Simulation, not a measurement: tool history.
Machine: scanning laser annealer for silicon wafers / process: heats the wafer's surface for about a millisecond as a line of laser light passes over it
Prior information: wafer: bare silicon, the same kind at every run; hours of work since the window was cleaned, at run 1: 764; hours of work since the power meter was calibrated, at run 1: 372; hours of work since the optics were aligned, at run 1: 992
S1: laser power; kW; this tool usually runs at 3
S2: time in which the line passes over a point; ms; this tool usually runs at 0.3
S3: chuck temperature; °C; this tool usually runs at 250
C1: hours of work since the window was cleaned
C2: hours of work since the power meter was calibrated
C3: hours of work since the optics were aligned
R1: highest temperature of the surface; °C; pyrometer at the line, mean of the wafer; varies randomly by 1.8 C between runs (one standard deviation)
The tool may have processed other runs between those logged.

run,hour,S1,S2,S3,C1,C2,C3,R1
1,0,3,0.3,250,764,372,992,1045
2,31.9,3,0.3,250,782,390,1010,1045
# hour 45.4: window over the wafer cleaned
3,67.6,3,0.3,250,13,410,1029,1051
4,101.8,3.086,0.3,250,32,429,1049,1079
5,132,3.086,0.3,250,50,447,1066,1076
6,162.7,3,0.3,250,67,464,1084,1049
7,181.7,3,0.3,250,78,475,1095,1050
8,207.2,3,0.3,250,93,490,1110,1050
9,225.3,3,0.3,250,103,500,1120,1049
10,257.7,3,0.3,250,122,519,1139,1049
11,277.4,3,0.3,250,133,530,1150,1050
12,310.9,3,0.3,250,153,550,1169,1049
13,338.2,3,0.3,250,168,565,1185,1050
14,362.3,3,0.3,250,182,579,1199,1047
15,397.4,3,0.3,250,202,599,1219,1049
16,430.5,3,0.3,250,221,618,1238,1047
17,460,3,0.3,286,238,635,1255,1085
18,496.2,3,0.3,286,259,656,1276,1086
19,525.7,3,0.214,286,276,673,1293,962
20,551.3,3,0.214,286,291,688,1307,956
21,585.7,3,0.214,286,310,708,1327,960
22,609.6,3,0.214,286,324,721,1341,959
23,643,3.003,0.214,269,343,740,1360,940
24,669.8,3.003,0.214,269,359,756,1376,942
25,693,3.053,0.306,220,372,769,1389,1044
26,722.6,2.679,0.359,236,389,786,1406,999
27,742.8,2.679,0.359,236,401,798,1417,998
28,761.2,2.679,0.359,236,411,808,1428,999
29,791.6,2.679,0.359,275,429,826,1445,1038
30,806.2,3.004,0.217,264,437,834,1454,940
31,837.4,3.178,0.217,250,455,852,1472,977
32,860.6,2.761,0.227,290,468,865,1485,916
33,888.8,2.96,0.27,250,485,882,1501,993
34,914.6,3.197,0.3,245,499,896,1516,1105
35,945.2,3.156,0.242,250,517,914,1534,1007
36,979.6,3.156,0.242,250,537,934,1554,1010
37,1005.3,3.156,0.242,249,552,949,1568,1012
38,1024.3,3.009,0.257,272,562,960,1579,1014
39,1052.9,3.063,0.309,268,579,976,1596,1101
40,1069,3.063,0.309,268,588,985,1605,1095

Consider 4 possible next runs. They are alternatives, not a sequence: every one starts from the tool as it was left by run 40. What does each give?
A,1098,3.179,0.23,250,605,1002,1622,?
B,1098,3.063,0.332,268,605,1002,1622,?
C,1098,3.085,0.264,268,605,1002,1622,?
D,1098,3.216,0.251,288,605,1002,1622,?

run,R1
A,998
B,1131
C,1042
D,1081
Take away the tool's hidden state, keep each run's random variation, and the runs would have read:
run,R1
A,1000
B,1133
C,1044
D,1084
